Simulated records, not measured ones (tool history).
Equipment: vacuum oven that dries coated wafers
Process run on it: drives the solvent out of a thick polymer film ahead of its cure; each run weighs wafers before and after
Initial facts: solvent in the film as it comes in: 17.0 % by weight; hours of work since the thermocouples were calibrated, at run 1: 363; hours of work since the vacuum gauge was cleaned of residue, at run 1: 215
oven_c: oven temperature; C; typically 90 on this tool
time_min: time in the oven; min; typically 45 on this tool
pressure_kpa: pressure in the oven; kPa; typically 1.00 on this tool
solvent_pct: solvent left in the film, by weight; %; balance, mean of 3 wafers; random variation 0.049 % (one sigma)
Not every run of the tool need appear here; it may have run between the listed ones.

run,hour,oven_c,time_min,pressure_kpa,hours of work since the thermocouples were calibrated,hours of work since the vacuum gauge was cleaned of residue,solvent_pct
1,0.0,90,45,1.00,363,215,2.25
2,19.3,90,45,2.01,377,229,3.21
3,34.5,90,55,1.00,388,239,1.75
4,48.0,90,55,1.00,397,249,1.84
5,64.8,90,55,1.00,409,261,1.67
6,82.2,90,55,1.00,422,273,1.77
7,99.5,90,45,1.80,434,285,3.00
8,112.8,90,45,1.80,443,295,2.92
9,132.4,90,45,1.80,457,309,3.03
10,147.0,90,45,1.80,467,319,2.87
11,164.5,90,45,1.80,480,331,2.97
12,183.5,90,45,1.80,493,345,2.92
13,196.1,90,25,1.00,502,354,4.75
14,215.0,91,58,2.68,516,367,2.94
15,229.6,91,58,2.68,526,377,2.97
16,239.5,95,58,1.50,533,384,1.56
17,247.4,104,40,1.00,538,390,0.88
18,266.1,79,31,3.15,552,403,8.32
19,275.6,93,61,2.51,558,410,2.45
20,285.7,88,22,1.46,566,417,6.14
21,300.6,88,22,1.46,576,428,5.90
22,308.8,88,22,1.46,582,433,5.87
23,324.1,98,22,2.29,593,444,4.37
24,343.5,95,73,1.00,606,458,0.92

5 ways to go on from here, each from the tool as it stands after run 24. What would each give?
A,355.8,90,22,1.00,615,467,?
B,355.8,82,74,0.68,615,467,?
C,355.8,104,31,0.87,615,467,?
D,355.8,80,50,1.21,615,467,?
E,355.8,82,75,0.67,615,467,?

run,solvent_pct
A,5.28
B,1.82
C,1.30
D,4.08
E,1.75
The same runs, with their run-to-run variation unchanged, on a tool lacking any hidden condition would have given:
run,solvent_pct
A,5.28
B,1.82
C,1.30
D,4.08
E,1.74
